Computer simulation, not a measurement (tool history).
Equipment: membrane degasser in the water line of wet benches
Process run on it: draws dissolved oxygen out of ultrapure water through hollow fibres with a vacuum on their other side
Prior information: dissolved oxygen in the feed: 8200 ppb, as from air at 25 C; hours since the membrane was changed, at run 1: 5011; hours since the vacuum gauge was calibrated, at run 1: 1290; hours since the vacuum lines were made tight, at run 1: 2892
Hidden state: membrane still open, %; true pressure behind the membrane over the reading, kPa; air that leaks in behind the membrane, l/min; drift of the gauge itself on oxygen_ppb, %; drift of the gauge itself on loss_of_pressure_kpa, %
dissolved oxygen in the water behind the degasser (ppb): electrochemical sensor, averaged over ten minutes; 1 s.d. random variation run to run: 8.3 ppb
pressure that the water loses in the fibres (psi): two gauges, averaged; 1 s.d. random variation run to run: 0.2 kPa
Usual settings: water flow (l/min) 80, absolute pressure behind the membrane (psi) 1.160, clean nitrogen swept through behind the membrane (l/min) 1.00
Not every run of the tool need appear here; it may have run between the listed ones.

run,hour,water flow (l/min),absolute pressure behind the membrane (psi),clean nitrogen swept through behind the membrane (l/min),hours since the membrane was changed,hours since the vacuum gauge was calibrated,hours since the vacuum lines were made tight,dissolved oxygen in the water behind the degasser (ppb),pressure that the water loses in the fibres (psi)
1,0.0,80,1.160,1.00,5011,1290,2892,827.7,6.076
2,166.8,80,1.160,1.00,5178,1457,3059,841.9,6.148
3,268.6,80,1.160,1.00,5280,1559,3160,849.7,6.116
4,435.1,80,1.160,0.97,5447,1726,3327,840.0,6.205
5,632.5,80,1.160,0.97,5644,1923,3524,844.0,6.203
6,729.2,80,1.160,2.73,5741,2020,3621,532.3,6.129
7,954.0,80,1.160,2.73,5965,2244,3846,528.8,6.121
8,1077.6,80,1.160,0.52,6089,2368,3969,1093.8,6.099
9,1310.1,91,1.160,1.00,6322,2600,4202,935.8,7.053
10,1429.8,91,1.160,1.00,6441,2720,4322,968.7,7.018
11,1544.9,80,1.160,0.45,6556,2835,4437,1156.2,6.158
12,1644.7,80,1.160,0.45,6656,2935,4537,1161.9,6.222
13,1884.0,80,1.160,0.45,6895,3174,4776,1167.7,6.212
14,2112.7,80,0.837,0.45,7124,3403,5005,755.1,6.184
15,2255.3,80,1.160,1.00,7267,3546,5147,841.2,6.176
16,2372.2,107,1.160,1.00,7384,3663,5264,1104.8,8.367
17,2506.6,85,0.727,1.00,7518,3797,5398,526.2,6.559
18,2685.8,69,1.108,1.15,7697,3976,5578,630.6,5.355
# hour 2746.8: seals of the vacuum lines changed
19,2871.3,82,1.459,1.00,7881,4160,124,1104.1,6.337
20,3044.4,82,1.459,1.00,8054,4333,298,1086.4,6.382
21,3259.2,82,2.074,1.31,8269,4548,512,1311.8,6.399
22,3423.9,59,1.160,0.58,8433,4712,677,813.0,4.605
23,3584.0,59,1.160,0.58,8594,4872,837,811.7,4.599
24,3799.2,59,1.160,0.58,8809,5088,1052,810.9,4.593
25,3987.4,59,1.160,0.58,8997,5276,1241,819.0,4.657
26,4188.4,59,1.160,0.58,9198,5477,1442,800.2,4.638
27,4288.9,58,1.160,1.79,9298,5577,1542,420.5,4.532
# hour 4380.5: membrane cartridge changed
28,4408.0,75,1.160,1.00,27,5692,1657,766.7,5.846
29,4523.1,87,2.415,1.00,143,5808,1772,1836.1,6.782
30,4639.5,87,2.415,1.00,259,5924,1889,1854.0,6.786
# hour 4758.8: gauge calibrated
31,4844.0,65,1.160,1.01,463,6128,2093,667.5,5.033
32,4993.2,97,0.896,0.62,613,6278,2242,927.3,7.382

Some steps in pressure that the water loses in the fibres (psi) between neighbouring runs. How much of each would the tool show without its hidden state too (settings, what came in, random variation), and how much is left for the hidden state, with any gauge scatter that isn't in both results?
Run 15 -> 16: water flow (l/min) 80 -> 107. pressure that the water loses in the fibres (psi) +2.192: hidden state +0.033, all else +2.158.
Run 16 -> 17: water flow (l/min) 107 -> 85, absolute pressure behind the membrane (psi) 1.160 -> 0.727. pressure that the water loses in the fibres (psi) -1.809: hidden state -0.019, all else -1.790.
Run 21 -> 22: water flow (l/min) 82 -> 59, absolute pressure behind the membrane (psi) 2.074 -> 1.160, clean nitrogen swept through behind the membrane (l/min) 1.31 -> 0.58. pressure that the water loses in the fibres (psi) -1.794: hidden state -0.029, all else -1.765.
Run 30 -> 31: water flow (l/min) 87 -> 65, absolute pressure behind the membrane (psi) 2.415 -> 1.160, clean nitrogen swept through behind the membrane (l/min) 1.00 -> 1.01, gauge calibrated. pressure that the water loses in the fibres (psi) -1.754: hidden state -0.155, all else -1.598.
Run 31 -> 32: water flow (l/min) 65 -> 97, absolute pressure behind the membrane (psi) 1.160 -> 0.896, clean nitrogen swept through behind the membrane (l/min) 1.01 -> 0.62. pressure that the water loses in the fibres (psi) +2.350: hidden state +0.007, all else +2.342.
